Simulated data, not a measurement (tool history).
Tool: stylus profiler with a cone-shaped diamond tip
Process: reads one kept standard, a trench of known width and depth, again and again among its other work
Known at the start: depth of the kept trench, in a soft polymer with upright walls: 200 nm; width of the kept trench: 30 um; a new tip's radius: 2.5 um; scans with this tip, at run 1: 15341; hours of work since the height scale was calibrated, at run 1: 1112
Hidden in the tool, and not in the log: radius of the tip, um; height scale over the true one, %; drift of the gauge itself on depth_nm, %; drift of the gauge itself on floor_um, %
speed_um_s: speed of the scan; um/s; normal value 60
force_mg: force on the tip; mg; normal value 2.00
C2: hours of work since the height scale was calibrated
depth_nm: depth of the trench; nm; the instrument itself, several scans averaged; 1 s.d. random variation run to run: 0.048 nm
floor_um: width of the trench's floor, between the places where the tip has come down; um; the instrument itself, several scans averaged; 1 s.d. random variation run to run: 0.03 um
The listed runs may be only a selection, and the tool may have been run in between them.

{"run": 1, "hour": 0.0, "speed_um_s": 60, "force_mg": 2.0, "scans with this tip": 15341, "C2": 1112, "depth_nm": 201.04, "floor_um": 26.32}
{"run": 2, "hour": 47.7, "speed_um_s": 60, "force_mg": 2.0, "scans with this tip": 15697, "C2": 1138, "depth_nm": 201.0, "floor_um": 26.21}
{"run": 3, "hour": 116.0, "speed_um_s": 60, "force_mg": 2.0, "scans with this tip": 16207, "C2": 1174, "depth_nm": 200.91, "floor_um": 26.29}
{"run": 4, "hour": 180.0, "speed_um_s": 60, "force_mg": 2.0, "scans with this tip": 16684, "C2": 1209, "depth_nm": 200.81, "floor_um": 26.2}
{"run": 5, "hour": 254.3, "speed_um_s": 60, "force_mg": 2.0, "scans with this tip": 17238, "C2": 1249, "depth_nm": 200.84, "floor_um": 26.19}
{"run": 6, "hour": 320.9, "speed_um_s": 60, "force_mg": 2.0, "scans with this tip": 17734, "C2": 1285, "depth_nm": 200.88, "floor_um": 26.1}
{"run": 7, "hour": 355.3, "speed_um_s": 60, "force_mg": 2.0, "scans with this tip": 17990, "C2": 1304, "depth_nm": 200.85, "floor_um": 26.13}
{"run": 8, "hour": 393.5, "speed_um_s": 60, "force_mg": 2.0, "scans with this tip": 18276, "C2": 1324, "depth_nm": 200.82, "floor_um": 26.05}
{"run": 9, "hour": 463.9, "speed_um_s": 60, "force_mg": 2.0, "scans with this tip": 18800, "C2": 1362, "depth_nm": 200.83, "floor_um": 26.04}
{"run": 10, "hour": 509.3, "speed_um_s": 60, "force_mg": 2.0, "scans with this tip": 19139, "C2": 1387, "depth_nm": 200.8, "floor_um": 26.07}
{"run": 11, "hour": 578.7, "speed_um_s": 60, "force_mg": 2.0, "scans with this tip": 19657, "C2": 1424, "depth_nm": 200.71, "floor_um": 26.09}
{"run": 12, "hour": 619.5, "speed_um_s": 60, "force_mg": 2.0, "scans with this tip": 19961, "C2": 1446, "depth_nm": 200.76, "floor_um": 25.99}
{"run": 13, "hour": 673.1, "speed_um_s": 60, "force_mg": 2.0, "scans with this tip": 20361, "C2": 1475, "depth_nm": 200.79, "floor_um": 25.96}
{"hour": 688.1, "done": "new tip fitted, height scale calibrated"}
{"run": 14, "hour": 727.6, "speed_um_s": 60, "force_mg": 1.38, "scans with this tip": 295, "C2": 21, "depth_nm": 201.15, "floor_um": 27.47}
{"run": 15, "hour": 759.8, "speed_um_s": 60, "force_mg": 1.38, "scans with this tip": 535, "C2": 39, "depth_nm": 201.16, "floor_um": 27.49}
{"run": 16, "hour": 829.4, "speed_um_s": 60, "force_mg": 1.38, "scans with this tip": 1054, "C2": 76, "depth_nm": 201.17, "floor_um": 27.45}
{"run": 17, "hour": 864.4, "speed_um_s": 60, "force_mg": 1.38, "scans with this tip": 1315, "C2": 95, "depth_nm": 201.18, "floor_um": 27.4}
{"run": 18, "hour": 920.1, "speed_um_s": 60, "force_mg": 1.38, "scans with this tip": 1731, "C2": 125, "depth_nm": 201.09, "floor_um": 27.36}
{"run": 19, "hour": 986.5, "speed_um_s": 72, "force_mg": 1.75, "scans with this tip": 2226, "C2": 161, "depth_nm": 201.43, "floor_um": 27.23}
{"run": 20, "hour": 1061.7, "speed_um_s": 72, "force_mg": 1.75, "scans with this tip": 2787, "C2": 202, "depth_nm": 201.34, "floor_um": 27.22}
{"run": 21, "hour": 1132.1, "speed_um_s": 72, "force_mg": 1.75, "scans with this tip": 3311, "C2": 240, "depth_nm": 201.31, "floor_um": 27.15}
{"run": 22, "hour": 1185.9, "speed_um_s": 161, "force_mg": 1.99, "scans with this tip": 3713, "C2": 269, "depth_nm": 201.55, "floor_um": 26.57}
{"hour": 1190.9, "done": "height scale calibrated on a step standard"}
{"run": 23, "hour": 1242.2, "speed_um_s": 46, "force_mg": 4.14, "scans with this tip": 4129, "C2": 28, "depth_nm": 202.42, "floor_um": 27.41}
{"run": 24, "hour": 1280.4, "speed_um_s": 57, "force_mg": 3.06, "scans with this tip": 4413, "C2": 48, "depth_nm": 201.96, "floor_um": 27.28}
{"run": 25, "hour": 1324.5, "speed_um_s": 16, "force_mg": 3.06, "scans with this tip": 4742, "C2": 72, "depth_nm": 201.79, "floor_um": 27.42}
{"run": 26, "hour": 1373.1, "speed_um_s": 67, "force_mg": 1.12, "scans with this tip": 5104, "C2": 98, "depth_nm": 200.82, "floor_um": 26.94}
{"hour": 1406.7, "done": "height scale calibrated on a step standard, once more"}
{"run": 27, "hour": 1411.8, "speed_um_s": 66, "force_mg": 3.68, "scans with this tip": 5390, "C2": 3, "depth_nm": 202.43, "floor_um": 27.14}
{"run": 28, "hour": 1463.2, "speed_um_s": 95, "force_mg": 4.91, "scans with this tip": 5773, "C2": 31, "depth_nm": 202.82, "floor_um": 27.12}
{"run": 29, "hour": 1513.6, "speed_um_s": 228, "force_mg": 1.48, "scans with this tip": 6148, "C2": 58, "depth_nm": 201.23, "floor_um": 25.63}
{"run": 30, "hour": 1563.1, "speed_um_s": 228, "force_mg": 1.48, "scans with this tip": 6518, "C2": 84, "depth_nm": 201.18, "floor_um": 25.62}
{"run": 31, "hour": 1609.0, "speed_um_s": 157, "force_mg": 1.65, "scans with this tip": 6860, "C2": 109, "depth_nm": 201.34, "floor_um": 26.17}
{"run": 32, "hour": 1670.9, "speed_um_s": 157, "force_mg": 1.65, "scans with this tip": 7321, "C2": 143, "depth_nm": 201.29, "floor_um": 26.16}
{"run": 33, "hour": 1720.2, "speed_um_s": 157, "force_mg": 1.65, "scans with this tip": 7690, "C2": 169, "depth_nm": 201.26, "floor_um": 26.14}
{"run": 34, "hour": 1779.0, "speed_um_s": 157, "force_mg": 1.65, "scans with this tip": 8128, "C2": 201, "depth_nm": 201.25, "floor_um": 26.08}
{"run": 35, "hour": 1847.7, "speed_um_s": 157, "force_mg": 1.65, "scans with this tip": 8640, "C2": 238, "depth_nm": 201.25, "floor_um": 26.02}

Take each entry between the runs: how does the hidden state at the last listed run before it differ from the hidden state at the first listed run after it?
From run 13 to run 14: new tip fitted, height scale calibrated (hour 688.1)
  radius of the tip, um: 8.18 -> 2.65; height scale over the true one, %: -0.426 -> -0.027
  the result without the hidden state subtracted from the measured one, depth_nm: -0.86 -> -0.06 nm; floor_um: -1.64 -> -0.06 um
From run 22 to run 23: height scale calibrated on a step standard (hour 1190.9)
  radius of the tip, um: 3.54 -> 3.64; height scale over the true one, %: -0.091 -> -0.13
  the result without the hidden state subtracted from the measured one, depth_nm: -0.18 -> -0.26 nm; floor_um: -0.39 -> -0.43 um
From run 26 to run 27: height scale calibrated on a step standard, once more (hour 1406.7)
  radius of the tip, um: 3.9 -> 3.98; height scale over the true one, %: -0.149 -> -0.027
  the result without the hidden state subtracted from the measured one, depth_nm: -0.30 -> -0.06 nm; floor_um: -0.51 -> -0.53 um
